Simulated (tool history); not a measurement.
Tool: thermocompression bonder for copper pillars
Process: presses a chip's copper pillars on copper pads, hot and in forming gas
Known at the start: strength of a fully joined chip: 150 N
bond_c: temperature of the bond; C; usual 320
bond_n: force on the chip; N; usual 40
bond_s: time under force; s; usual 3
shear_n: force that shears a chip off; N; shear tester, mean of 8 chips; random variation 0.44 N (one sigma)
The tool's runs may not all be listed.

run 1 day=0 | bond_c=320 bond_n=40 bond_s=3 | shear_n=67.2
run 2 day=3.221 | bond_c=320 bond_n=40 bond_s=3 | shear_n=66.9
run 3 day=5.683 | bond_c=308 bond_n=40 bond_s=3 | shear_n=57.5
run 4 day=8.708 | bond_c=320 bond_n=40 bond_s=3 | shear_n=67.3
run 5 day=10.671 | bond_c=320 bond_n=40 bond_s=3 | shear_n=66.6
run 6 day=12.562 | bond_c=320 bond_n=30 bond_s=3 | shear_n=51.8
run 7 day=15.85 | bond_c=320 bond_n=40 bond_s=3 | shear_n=65.8
-- day=18.912 forming gas filter changed
run 8 day=18.983 | bond_c=320 bond_n=40 bond_s=3 | shear_n=72.3
run 9 day=21.279 | bond_c=320 bond_n=40 bond_s=3 | shear_n=73.1
run 10 day=22.792 | bond_c=320 bond_n=40 bond_s=3 | shear_n=73.2
run 11 day=25.679 | bond_c=320 bond_n=40 bond_s=3 | shear_n=72.1
run 12 day=28.45 | bond_c=320 bond_n=40 bond_s=5 | shear_n=85.5
-- day=29.746 force cell calibrated
run 13 day=30.079 | bond_c=320 bond_n=55 bond_s=5 | shear_n=104.3
run 14 day=32.729 | bond_c=320 bond_n=40 bond_s=3 | shear_n=71.9
run 15 day=35.796 | bond_c=320 bond_n=40 bond_s=5 | shear_n=84.3
run 16 day=38.471 | bond_c=313 bond_n=40 bond_s=3 | shear_n=65.9
-- day=39.879 heater calibrated with a thermocouple chip
run 17 day=40.171 | bond_c=320 bond_n=40 bond_s=3 | shear_n=65.5
run 18 day=42.221 | bond_c=320 bond_n=40 bond_s=3 | shear_n=64.8
run 19 day=44.054 | bond_c=320 bond_n=28 bond_s=3 | shear_n=48.3
run 20 day=46.554 | bond_c=320 bond_n=28 bond_s=3 | shear_n=48.6
-- day=48.438 force cell calibrated, once more
run 21 day=49.229 | bond_c=320 bond_n=28 bond_s=3 | shear_n=43.8
-- day=49.704 forming gas filter changed
run 22 day=50.996 | bond_c=320 bond_n=40 bond_s=2 | shear_n=56.2
run 23 day=52.938 | bond_c=330 bond_n=49 bond_s=2 | shear_n=74.1
run 24 day=54.479 | bond_c=309 bond_n=26 bond_s=2 | shear_n=32.1
run 25 day=55.946 | bond_c=320 bond_n=32 bond_s=3 | shear_n=54.6
run 26 day=57.662 | bond_c=300 bond_n=25 bond_s=7 | shear_n=47.8
run 27 day=60.246 | bond_c=303 bond_n=40 bond_s=3 | shear_n=52.9
run 28 day=61.675 | bond_c=320 bond_n=40 bond_s=6 | shear_n=82.2
run 29 day=63.712 | bond_c=327 bond_n=51 bond_s=6 | shear_n=103.9
run 30 day=65.708 | bond_c=339 bond_n=40 bond_s=3 | shear_n=78.2
run 31 day=68.362 | bond_c=304 bond_n=40 bond_s=8 | shear_n=76.9
run 32 day=70.171 | bond_c=304 bond_n=40 bond_s=8 | shear_n=77.6
run 33 day=72.354 | bond_c=335 bond_n=42 bond_s=7 | shear_n=100.5
run 34 day=74.108 | bond_c=335 bond_n=42 bond_s=7 | shear_n=99.6
run 35 day=76.038 | bond_c=345 bond_n=35 bond_s=7 | shear_n=95.6
run 36 day=78.379 | bond_c=320 bond_n=40 bond_s=4 | shear_n=71.7
-- day=80.096 forming gas filter changed
run 37 day=80.167 | bond_c=320 bond_n=40 bond_s=4 | shear_n=77.3
run 38 day=82.904 | bond_c=320 bond_n=40 bond_s=4 | shear_n=76.3
run 39 day=85.654 | bond_c=320 bond_n=40 bond_s=4 | shear_n=76.3
run 40 day=87.95 | bond_c=320 bond_n=40 bond_s=4 | shear_n=77

3 ways to go on from here, each from the tool as it stands after run 40. What would each give?
run A day=90.821 | bond_c=312 bond_n=48 bond_s=3 | shear_n=?
run B day=90.821 | bond_c=320 bond_n=33 bond_s=3 | shear_n=?
run C day=90.821 | bond_c=330 bond_n=59 bond_s=7 | shear_n=?

run=A shear_n=74.1
run=B shear_n=59.9
run=C shear_n=120
Without the tool's hidden state the same runs would have given:
run=A shear_n=68.9
run=B shear_n=55.2
run=C shear_n=117

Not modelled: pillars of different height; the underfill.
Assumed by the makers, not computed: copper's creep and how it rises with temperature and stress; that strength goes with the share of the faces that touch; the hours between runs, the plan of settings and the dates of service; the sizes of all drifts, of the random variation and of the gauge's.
